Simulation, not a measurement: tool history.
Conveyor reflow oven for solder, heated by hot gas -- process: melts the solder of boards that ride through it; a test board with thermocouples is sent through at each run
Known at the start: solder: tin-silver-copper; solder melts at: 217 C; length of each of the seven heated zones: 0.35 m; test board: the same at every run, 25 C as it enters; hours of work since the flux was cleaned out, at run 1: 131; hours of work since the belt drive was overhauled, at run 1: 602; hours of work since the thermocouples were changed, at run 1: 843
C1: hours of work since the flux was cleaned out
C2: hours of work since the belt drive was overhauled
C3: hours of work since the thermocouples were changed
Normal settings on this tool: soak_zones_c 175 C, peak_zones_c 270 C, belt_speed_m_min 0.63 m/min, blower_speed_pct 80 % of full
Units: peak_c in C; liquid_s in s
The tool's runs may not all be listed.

{"run": 1, "hour": 0.0, "soak_zones_c": 175, "peak_zones_c": 270, "belt_speed_m_min": 0.63, "blower_speed_pct": 80, "C1": 131, "C2": 602, "C3": 843, "peak_c": 255.6, "liquid_s": 53.1}
{"run": 2, "hour": 28.5, "soak_zones_c": 175, "peak_zones_c": 270, "belt_speed_m_min": 0.63, "blower_speed_pct": 77, "C1": 147, "C2": 618, "C3": 859, "peak_c": 255.3, "liquid_s": 51.9}
{"run": 3, "hour": 73.3, "soak_zones_c": 175, "peak_zones_c": 270, "belt_speed_m_min": 0.63, "blower_speed_pct": 77, "C1": 172, "C2": 643, "C3": 884, "peak_c": 254.9, "liquid_s": 51.2}
{"run": 4, "hour": 112.3, "soak_zones_c": 175, "peak_zones_c": 270, "belt_speed_m_min": 0.63, "blower_speed_pct": 80, "C1": 194, "C2": 665, "C3": 906, "peak_c": 255.3, "liquid_s": 52.4}
{"run": 5, "hour": 152.3, "soak_zones_c": 175, "peak_zones_c": 270, "belt_speed_m_min": 0.63, "blower_speed_pct": 80, "C1": 217, "C2": 687, "C3": 928, "peak_c": 255.4, "liquid_s": 51.6}
{"run": 6, "hour": 195.1, "soak_zones_c": 175, "peak_zones_c": 270, "belt_speed_m_min": 0.63, "blower_speed_pct": 80, "C1": 241, "C2": 711, "C3": 952, "peak_c": 255.5, "liquid_s": 52.5}
{"run": 7, "hour": 216.8, "soak_zones_c": 175, "peak_zones_c": 270, "belt_speed_m_min": 0.63, "blower_speed_pct": 80, "C1": 253, "C2": 723, "C3": 965, "peak_c": 255.9, "liquid_s": 52.2}
{"hour": 235.2, "done": "flux residue cleaned out of gas plates and filters"}
{"run": 8, "hour": 245.7, "soak_zones_c": 171, "peak_zones_c": 275, "belt_speed_m_min": 0.573, "blower_speed_pct": 53, "C1": 6, "C2": 737, "C3": 978, "peak_c": 253, "liquid_s": 53.8}
{"run": 9, "hour": 271.4, "soak_zones_c": 171, "peak_zones_c": 275, "belt_speed_m_min": 0.573, "blower_speed_pct": 53, "C1": 20, "C2": 751, "C3": 992, "peak_c": 253, "liquid_s": 54.3}
{"run": 10, "hour": 296.8, "soak_zones_c": 171, "peak_zones_c": 275, "belt_speed_m_min": 0.638, "blower_speed_pct": 80, "C1": 35, "C2": 765, "C3": 1007, "peak_c": 259.3, "liquid_s": 52}
{"run": 11, "hour": 323.5, "soak_zones_c": 160, "peak_zones_c": 283, "belt_speed_m_min": 0.655, "blower_speed_pct": 75, "C1": 50, "C2": 780, "C3": 1022, "peak_c": 262.5, "liquid_s": 49.2}
{"run": 12, "hour": 366.0, "soak_zones_c": 160, "peak_zones_c": 283, "belt_speed_m_min": 0.655, "blower_speed_pct": 75, "C1": 73, "C2": 804, "C3": 1046, "peak_c": 261.3, "liquid_s": 49.3}
{"run": 13, "hour": 387.4, "soak_zones_c": 174, "peak_zones_c": 277, "belt_speed_m_min": 0.701, "blower_speed_pct": 68, "C1": 85, "C2": 816, "C3": 1058, "peak_c": 253.4, "liquid_s": 44.7}

What if the next run were any one of these 3? Each begins from the tool's condition after run 13:
{"run": "A", "hour": 410.9, "soak_zones_c": 175, "peak_zones_c": 270, "belt_speed_m_min": 0.63, "blower_speed_pct": 79, "C1": 99, "C2": 829, "C3": 1071, "peak_c": "?", "liquid_s": "?"}
{"run": "B", "hour": 410.9, "soak_zones_c": 176, "peak_zones_c": 283, "belt_speed_m_min": 0.63, "blower_speed_pct": 80, "C1": 99, "C2": 829, "C3": 1071, "peak_c": "?", "liquid_s": "?"}
{"run": "C", "hour": 410.9, "soak_zones_c": 182, "peak_zones_c": 284, "belt_speed_m_min": 0.63, "blower_speed_pct": 90, "C1": 99, "C2": 829, "C3": 1071, "peak_c": "?", "liquid_s": "?"}

run=A peak_c=255.7 liquid_s=52.3
run=B peak_c=267.2 liquid_s=57.8
run=C peak_c=271.7 liquid_s=61.2
Take away the tool's hidden state, keep each run's random variation, and the runs would have read:
run=A peak_c=255.8 liquid_s=52.3
run=B peak_c=267.4 liquid_s=57.9
run=C peak_c=271.8 liquid_s=61.2

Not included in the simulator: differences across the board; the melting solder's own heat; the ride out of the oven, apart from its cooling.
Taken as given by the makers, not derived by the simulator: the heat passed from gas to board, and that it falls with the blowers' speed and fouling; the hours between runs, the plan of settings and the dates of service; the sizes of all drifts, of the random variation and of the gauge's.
